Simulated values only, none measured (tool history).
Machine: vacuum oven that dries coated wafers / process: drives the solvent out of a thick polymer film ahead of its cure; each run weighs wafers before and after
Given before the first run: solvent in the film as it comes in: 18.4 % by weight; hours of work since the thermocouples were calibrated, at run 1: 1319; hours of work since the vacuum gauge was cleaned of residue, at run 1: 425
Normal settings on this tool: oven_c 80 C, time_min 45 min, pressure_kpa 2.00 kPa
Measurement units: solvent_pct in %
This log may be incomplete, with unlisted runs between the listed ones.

run   hour  oven_c  time_min  pressure_kpa  hours of work since the thermocouples were calibrated  hours of work since the vacuum gauge was cleaned of residue  solvent_pct
  1    0.0      80        45          2.00                                                   1319                                                          425         3.72
  2   31.0      80        45          2.00                                                   1341                                                          447         3.76
  3   68.7      80        45          2.00                                                   1368                                                          474         3.76
      92.6  -- oven's thermocouples calibrated
  4  103.8      80        45          2.00                                                      8                                                          497         3.79
  5  122.7      80        45          6.72                                                     21                                                          511         5.02
  6  159.8      80        45          6.72                                                     48                                                          537         5.06
  7  184.7      80        45          6.72                                                     65                                                          555         4.98
  8  208.4      94        45          6.72                                                     82                                                          572         1.49
  9  248.9      94        45          6.72                                                    111                                                          600         1.41
 10  286.7      94        45          4.82                                                    138                                                          627         1.08
 11  309.5      80        45          2.00                                                    154                                                          643         3.75
 12  334.9      80        45          2.00                                                    172                                                          661         3.77
 13  367.3      80        30          2.00                                                    195                                                          684         5.75
 14  386.4      80        45          2.00                                                    208                                                          698         3.70
 15  413.2      80        45          2.00                                                    227                                                          717         3.63
 16  442.1      80        45          2.00                                                    248                                                          737         3.84
 17  475.5      81        45          2.00                                                    271                                                          761         3.36
 18  514.3      81        45          2.00                                                    299                                                          788         3.34
 19  532.8      81        45          2.00                                                    312                                                          801         3.37
 20  569.8      80        45          2.00                                                    338                                                          828         3.78
 21  603.9      80        45          2.00                                                    362                                                          852         3.76
 22  622.9      84        45          2.00                                                    376                                                          865         2.32

Estimate the outcome of run 23 from the log above:
 23  645.0      66        45          1.56                                                    391                                                          881            ?

{"run 23": {"solvent_pct": 9.47}}
Without the tool's hidden state the same run would have given solvent_pct 9.45 %.
